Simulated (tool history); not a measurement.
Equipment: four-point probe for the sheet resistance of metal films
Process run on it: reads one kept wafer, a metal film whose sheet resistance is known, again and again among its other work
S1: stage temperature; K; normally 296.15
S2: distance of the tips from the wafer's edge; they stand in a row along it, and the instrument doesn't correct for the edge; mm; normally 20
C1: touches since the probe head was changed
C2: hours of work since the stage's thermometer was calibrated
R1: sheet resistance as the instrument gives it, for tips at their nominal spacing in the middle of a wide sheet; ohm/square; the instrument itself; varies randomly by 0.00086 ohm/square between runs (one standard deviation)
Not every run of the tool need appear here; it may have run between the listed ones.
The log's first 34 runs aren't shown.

run,day,S1,S2,C1,C2,R1
35,61.708,296.15,29,88025,128,4.24424
36,64.071,296.15,20,91664,169,4.243512
37,65.333,296.15,20,93605,190,4.24247
38,66.829,296.15,20,95900,216,4.240679
39,69.258,301.15,3,99638,258,4.321482
40,71.075,304.15,4,102434,289,4.270719
41,73.05,302.15,27,105470,323,4.219985
42,74.825,302.15,27,108200,354,4.217805

Forecast each of these 5 alternatives for the next run:
A,76.446,293.15,8,110691,382,?
B,76.446,307.15,26,110691,382,?
C,76.446,302.15,8,110691,382,?
D,76.446,301.15,18,110691,382,?
E,76.446,302.15,22,110691,382,?

run,R1
A,4.253725
B,4.201962
C,4.22937
D,4.220575
E,4.216226
Take away the tool's hidden state, keep each run's random variation, and the runs would have read:
run,R1
A,4.302311
B,4.249885
C,4.277624
D,4.268743
E,4.26434
